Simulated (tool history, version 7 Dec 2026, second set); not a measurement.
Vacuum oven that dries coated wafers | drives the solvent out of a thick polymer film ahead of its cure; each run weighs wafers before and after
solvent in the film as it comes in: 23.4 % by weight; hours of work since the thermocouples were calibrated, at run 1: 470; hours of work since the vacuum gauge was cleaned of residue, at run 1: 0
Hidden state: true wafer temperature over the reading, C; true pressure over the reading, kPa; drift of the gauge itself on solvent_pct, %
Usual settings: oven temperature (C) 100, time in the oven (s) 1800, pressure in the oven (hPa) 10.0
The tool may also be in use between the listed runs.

run   hour  oven temperature (C)  time in the oven (s)  pressure in the oven (hPa)  hours of work since the thermocouples were calibrated  hours of work since the vacuum gauge was cleaned of residue  solvent left in the film (%)
  1    0.0                   100                  1800                        10.0                                                    470                                                            0                          1.56
  2    7.0                   100                  1800                        10.0                                                    475                                                            5                          1.54
  3   12.0                   100                  1800                        10.0                                                    478                                                            9                          1.56
  4   20.5                   100                  1800                        10.0                                                    484                                                           14                          1.57
  5   27.1                    87                  1800                        10.0                                                    489                                                           19                          4.23
  6   32.8                    87                  1800                        10.0                                                    493                                                           23                          4.22
  7   40.8                    87                  1800                        10.0                                                    498                                                           28                          4.23
  8   49.9                    87                  1800                        10.0                                                    504                                                           34                          4.25
  9   60.0                    87                  1800                        10.0                                                    511                                                           41                          4.23
 10   69.7                    87                  1800                        10.0                                                    517                                                           48                          4.20
 11   78.8                   100                  1800                        10.0                                                    524                                                           54                          1.54
 12   88.3                    96                  2040                         5.3                                                    530                                                           60                          1.49
 13   96.6                    96                  2040                         5.3                                                    536                                                           66                          1.49
 14  108.2                    96                  1620                        20.2                                                    544                                                           74                          3.07
 15  117.7                    92                  1800                        10.0                                                    550                                                           80                          2.97

Run 16 comes next. What will it give?
 16  128.9                   101                  1260                        20.9                                                    558                                                           88                             ?

{"run 16": {"solvent left in the film (%)": 3.27}}
Without the tool's hidden state the same run would have given solvent left in the film (%) 3.27.
